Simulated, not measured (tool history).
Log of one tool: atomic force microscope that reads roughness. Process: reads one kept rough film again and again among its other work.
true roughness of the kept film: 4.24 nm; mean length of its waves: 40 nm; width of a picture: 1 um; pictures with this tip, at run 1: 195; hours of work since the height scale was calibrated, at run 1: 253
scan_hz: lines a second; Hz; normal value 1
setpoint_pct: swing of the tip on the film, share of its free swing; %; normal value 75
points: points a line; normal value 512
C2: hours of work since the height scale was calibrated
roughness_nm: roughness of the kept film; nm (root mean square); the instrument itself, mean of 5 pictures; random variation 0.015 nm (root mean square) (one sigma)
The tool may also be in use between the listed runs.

run 1 hour=0 | scan_hz=1 setpoint_pct=75 points=512 | pictures_with_this_tip=195 C2=253 | roughness_nm=3.221
run 2 hour=5.2 | scan_hz=1 setpoint_pct=75 points=512 | pictures_with_this_tip=203 C2=257 | roughness_nm=3.241
run 3 hour=11.2 | scan_hz=1 setpoint_pct=75 points=512 | pictures_with_this_tip=213 C2=260 | roughness_nm=3.205
run 4 hour=21.7 | scan_hz=1 setpoint_pct=75 points=512 | pictures_with_this_tip=231 C2=267 | roughness_nm=3.191
run 5 hour=33.4 | scan_hz=1 setpoint_pct=75 points=512 | pictures_with_this_tip=250 C2=275 | roughness_nm=3.15
run 6 hour=42.8 | scan_hz=1 setpoint_pct=75 points=280 | pictures_with_this_tip=266 C2=281 | roughness_nm=3.111
run 7 hour=52.2 | scan_hz=1 setpoint_pct=75 points=280 | pictures_with_this_tip=281 C2=287 | roughness_nm=3.088
run 8 hour=64.1 | scan_hz=1 setpoint_pct=75 points=280 | pictures_with_this_tip=301 C2=295 | roughness_nm=3.031
run 9 hour=75 | scan_hz=2.99 setpoint_pct=75 points=280 | pictures_with_this_tip=319 C2=302 | roughness_nm=2.659
-- hour=76.6 height scale calibrated on a step standard
run 10 hour=86.8 | scan_hz=2.99 setpoint_pct=75 points=280 | pictures_with_this_tip=337 C2=7 | roughness_nm=2.636
run 11 hour=95.8 | scan_hz=2.99 setpoint_pct=75 points=280 | pictures_with_this_tip=351 C2=12 | roughness_nm=2.62
-- hour=100.5 height scale calibrated on a step standard, once more
run 12 hour=104.9 | scan_hz=2.99 setpoint_pct=75 points=280 | pictures_with_this_tip=365 C2=3 | roughness_nm=2.591
run 13 hour=110.3 | scan_hz=0.89 setpoint_pct=63 points=923 | pictures_with_this_tip=374 C2=6 | roughness_nm=3.081
run 14 hour=122.2 | scan_hz=1 setpoint_pct=75 points=961 | pictures_with_this_tip=394 C2=14 | roughness_nm=2.918
-- hour=126.1 new tip fitted
run 15 hour=129.2 | scan_hz=1 setpoint_pct=75 points=961 | pictures_with_this_tip=5 C2=18 | roughness_nm=3.637
run 16 hour=136.5 | scan_hz=0.63 setpoint_pct=86 points=265 | pictures_with_this_tip=17 C2=23 | roughness_nm=3.594
run 17 hour=148.8 | scan_hz=1 setpoint_pct=86 points=349 | pictures_with_this_tip=38 C2=31 | roughness_nm=3.404
run 18 hour=158.8 | scan_hz=1 setpoint_pct=86 points=349 | pictures_with_this_tip=54 C2=37 | roughness_nm=3.374
run 19 hour=168.9 | scan_hz=0.95 setpoint_pct=61 points=512 | pictures_with_this_tip=71 C2=44 | roughness_nm=3.648
run 20 hour=175.5 | scan_hz=0.95 setpoint_pct=61 points=512 | pictures_with_this_tip=82 C2=48 | roughness_nm=3.651
run 21 hour=183.3 | scan_hz=0.85 setpoint_pct=63 points=623 | pictures_with_this_tip=95 C2=53 | roughness_nm=3.622
run 22 hour=194.8 | scan_hz=0.53 setpoint_pct=75 points=600 | pictures_with_this_tip=114 C2=61 | roughness_nm=3.566
run 23 hour=205.4 | scan_hz=0.53 setpoint_pct=75 points=600 | pictures_with_this_tip=131 C2=67 | roughness_nm=3.515

The same runs without the tool's hidden state, with the same run-to-run variation:
Unlogged tool condition in this case: radius of the tip, nm; height scale over the true one, %; drift of the gauge itself on roughness_nm, %.
run=1 roughness_nm=3.638
run=2 roughness_nm=3.674
run=3 roughness_nm=3.652
run=4 roughness_nm=3.673
run=5 roughness_nm=3.662
run=6 roughness_nm=3.648
run=7 roughness_nm=3.651
run=8 roughness_nm=3.619
run=9 roughness_nm=3.203
run=10 roughness_nm=3.202
run=11 roughness_nm=3.206
run=12 roughness_nm=3.21
run=13 roughness_nm=3.831
run=14 roughness_nm=3.665
run=15 roughness_nm=3.652
run=16 roughness_nm=3.639
run=17 roughness_nm=3.491
run=18 roughness_nm=3.49
run=19 roughness_nm=3.81
run=20 roughness_nm=3.835
run=21 roughness_nm=3.835
run=22 roughness_nm=3.816
run=23 roughness_nm=3.8
